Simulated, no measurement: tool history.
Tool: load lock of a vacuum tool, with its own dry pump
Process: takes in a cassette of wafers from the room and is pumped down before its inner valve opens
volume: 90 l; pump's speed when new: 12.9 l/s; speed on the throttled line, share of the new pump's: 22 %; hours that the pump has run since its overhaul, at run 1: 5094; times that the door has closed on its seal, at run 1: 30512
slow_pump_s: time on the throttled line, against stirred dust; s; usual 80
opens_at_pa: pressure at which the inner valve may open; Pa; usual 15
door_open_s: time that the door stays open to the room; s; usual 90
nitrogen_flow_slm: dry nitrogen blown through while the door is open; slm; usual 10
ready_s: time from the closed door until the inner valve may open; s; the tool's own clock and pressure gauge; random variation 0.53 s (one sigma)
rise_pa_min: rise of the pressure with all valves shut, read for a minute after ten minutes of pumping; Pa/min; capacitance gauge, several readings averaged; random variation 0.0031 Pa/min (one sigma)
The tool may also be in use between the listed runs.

run,hour,slow_pump_s,opens_at_pa,door_open_s,nitrogen_flow_slm,hours that the pump has run since its overhaul,times that the door has closed on its seal,"incoming humidity of the room's air, %",ready_s,rise_pa_min
1,0.0,80,15,90,10,5094,30512,44.5,125.5,0.267
2,305.1,80,15,90,10,5400,32004,41.8,124.8,0.271
3,566.8,80,15,90,10,5661,33283,45.5,125.4,0.283
4,759.3,80,15,90,10,5854,34224,45.9,126.2,0.306
5,1110.6,80,26,90,10,6205,35941,45.8,121.3,0.321
6,1564.6,80,15,90,30,6659,38160,44.5,126.2,0.317
7,2007.3,80,15,90,30,7102,40324,46.9,126.1,0.348
8,2245.5,80,17,90,10,7340,41488,49.2,125.6,0.383
9,2568.8,80,15,90,9,7663,43068,43.6,126.4,0.402
10,2829.0,80,15,90,9,7923,44340,44.3,126.8,0.412
11,3234.3,102,15,90,9,8329,46321,45.7,143.0,0.443
12,3530.9,80,15,90,10,8625,47771,43.5,127.1,0.450
13,3741.1,80,15,90,10,8835,48798,44.5,127.1,0.467
14,4163.2,80,15,90,36,9258,50861,44.9,126.8,0.484
15,4591.1,80,15,90,36,9686,52953,45.2,126.9,0.513
16,4920.7,42,10,108,11,10015,54564,47.7,100.2,0.554
17,5238.5,80,11,31,4,10333,56117,44.5,129.4,0.564
18,5547.8,80,12,90,7,10642,57629,44.3,128.3,0.594
19,5975.8,80,15,66,10,11070,59721,46.0,127.8,0.636
20,6186.2,80,15,66,10,11281,60749,44.4,126.6,0.646
21,6570.0,80,15,66,10,11664,62625,44.9,127.0,0.681
# hour 6865.2: door's seal changed, seat wiped
22,6987.9,80,15,66,10,12081,600,47.9,127.2,0.057
23,7368.7,80,15,66,10,12462,2461,43.2,127.0,0.062
24,7563.7,57,15,45,20,12657,3414,47.8,109.9,0.042
25,7816.6,80,14,59,10,12909,4650,46.1,127.9,0.062
26,8140.1,41,12,90,25,13233,6231,44.0,98.6,0.058
27,8445.3,41,12,90,14,13538,7723,43.0,99.7,0.084
28,8887.9,41,12,90,14,13981,9886,44.6,99.0,0.097
29,9210.5,52,19,90,14,14303,11463,45.3,104.1,0.102
30,9643.9,47,19,30,14,14737,13582,45.0,101.4,0.088

How the hidden state differs across the entries between the runs, from the last listed run before each to the first after it:
Between runs 21 and 22: door's seal changed, seat wiped (hour 6865.2)
  pump's speed, % of a new pump's: 94.7 -> 94.5; leak at the door's seal, Pa l/s: 0.9243 -> 0.0037
  measured less the result without the state, ready_s: +2.7 -> +2.6 s; rise_pa_min: +0.627 -> +0.001 Pa/min

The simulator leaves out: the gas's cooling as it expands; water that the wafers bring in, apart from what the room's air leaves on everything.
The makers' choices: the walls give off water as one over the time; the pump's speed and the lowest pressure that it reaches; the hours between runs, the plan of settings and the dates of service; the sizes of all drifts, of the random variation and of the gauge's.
